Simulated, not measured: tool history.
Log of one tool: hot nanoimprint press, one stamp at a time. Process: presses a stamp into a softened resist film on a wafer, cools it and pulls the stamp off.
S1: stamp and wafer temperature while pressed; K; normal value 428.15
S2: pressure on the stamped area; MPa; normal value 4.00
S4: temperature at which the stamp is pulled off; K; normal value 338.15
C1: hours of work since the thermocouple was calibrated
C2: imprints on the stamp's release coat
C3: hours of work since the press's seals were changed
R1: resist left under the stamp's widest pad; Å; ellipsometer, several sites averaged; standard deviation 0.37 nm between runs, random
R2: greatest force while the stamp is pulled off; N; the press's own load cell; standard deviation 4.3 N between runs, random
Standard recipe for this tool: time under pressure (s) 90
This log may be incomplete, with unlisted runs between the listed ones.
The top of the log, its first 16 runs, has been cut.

{"run": 17, "hour": 117.2, "S1": 420.15, "S2": 2.62, "time under pressure (s)": 100, "S4": 338.15, "C1": 390, "C2": 1660, "C3": 111, "R1": 2401, "R2": 206}
{"run": 18, "hour": 127.4, "S1": 428.15, "S2": 3.21, "time under pressure (s)": 90, "S4": 338.15, "C1": 394, "C2": 1677, "C3": 115, "R1": 1652, "R2": 210}
{"run": 19, "hour": 134.5, "S1": 428.15, "S2": 4.0, "time under pressure (s)": 75, "S4": 338.15, "C1": 397, "C2": 1688, "C3": 118, "R1": 1577, "R2": 206}
{"run": 20, "hour": 145.0, "S1": 428.15, "S2": 4.06, "time under pressure (s)": 90, "S4": 327.15, "C1": 402, "C2": 1705, "C3": 123, "R1": 1462, "R2": 224}
{"run": 21, "hour": 150.5, "S1": 428.15, "S2": 4.06, "time under pressure (s)": 117, "S4": 327.15, "C1": 404, "C2": 1714, "C3": 125, "R1": 1336, "R2": 222}
{"run": 22, "hour": 159.5, "S1": 428.15, "S2": 4.06, "time under pressure (s)": 117, "S4": 327.15, "C1": 408, "C2": 1729, "C3": 129, "R1": 1331, "R2": 224}
{"run": 23, "hour": 164.3, "S1": 425.15, "S2": 4.35, "time under pressure (s)": 84, "S4": 344.15, "C1": 410, "C2": 1737, "C3": 131, "R1": 1662, "R2": 204}
{"run": 24, "hour": 175.4, "S1": 425.15, "S2": 4.35, "time under pressure (s)": 84, "S4": 344.15, "C1": 415, "C2": 1755, "C3": 136, "R1": 1661, "R2": 209}
{"run": 25, "hour": 180.6, "S1": 419.15, "S2": 3.62, "time under pressure (s)": 45, "S4": 331.15, "C1": 417, "C2": 1763, "C3": 138, "R1": 2678, "R2": 220}
{"run": 26, "hour": 191.7, "S1": 419.15, "S2": 3.62, "time under pressure (s)": 45, "S4": 331.15, "C1": 422, "C2": 1781, "C3": 143, "R1": 2694, "R2": 223}
{"run": 27, "hour": 202.2, "S1": 426.15, "S2": 3.8, "time under pressure (s)": 90, "S4": 338.15, "C1": 426, "C2": 1799, "C3": 147, "R1": 1648, "R2": 217}
{"run": 28, "hour": 210.7, "S1": 432.15, "S2": 4.0, "time under pressure (s)": 90, "S4": 329.15, "C1": 430, "C2": 1812, "C3": 151, "R1": 1231, "R2": 220}
{"run": 29, "hour": 218.2, "S1": 428.15, "S2": 5.99, "time under pressure (s)": 90, "S4": 338.15, "C1": 433, "C2": 1825, "C3": 154, "R1": 1189, "R2": 213}
{"run": 30, "hour": 226.0, "S1": 428.15, "S2": 5.99, "time under pressure (s)": 90, "S4": 338.15, "C1": 436, "C2": 1837, "C3": 157, "R1": 1189, "R2": 211}

Branching from run 30: 4 alternative next runs. What would each branch give?
{"run": "A", "hour": 232.7, "S1": 428.15, "S2": 5.99, "time under pressure (s)": 90, "S4": 333.15, "C1": 439, "C2": 1848, "C3": 160, "R1": "?", "R2": "?"}
{"run": "B", "hour": 232.7, "S1": 428.15, "S2": 4.88, "time under pressure (s)": 53, "S4": 338.15, "C1": 439, "C2": 1848, "C3": 160, "R1": "?", "R2": "?"}
{"run": "C", "hour": 232.7, "S1": 428.15, "S2": 3.41, "time under pressure (s)": 90, "S4": 326.15, "C1": 439, "C2": 1848, "C3": 160, "R1": "?", "R2": "?"}
{"run": "D", "hour": 232.7, "S1": 417.15, "S2": 5.99, "time under pressure (s)": 90, "S4": 342.15, "C1": 439, "C2": 1848, "C3": 160, "R1": "?", "R2": "?"}

run=A R1=1190 R2=215
run=B R1=1614 R2=207
run=C R1=1604 R2=233
run=D R1=2003 R2=210
The same runs, with their run-to-run variation unchanged, on a tool lacking any hidden condition would have given:
run=A R1=1191 R2=212
run=B R1=1615 R2=204
run=C R1=1605 R2=229
run=D R1=2005 R2=206

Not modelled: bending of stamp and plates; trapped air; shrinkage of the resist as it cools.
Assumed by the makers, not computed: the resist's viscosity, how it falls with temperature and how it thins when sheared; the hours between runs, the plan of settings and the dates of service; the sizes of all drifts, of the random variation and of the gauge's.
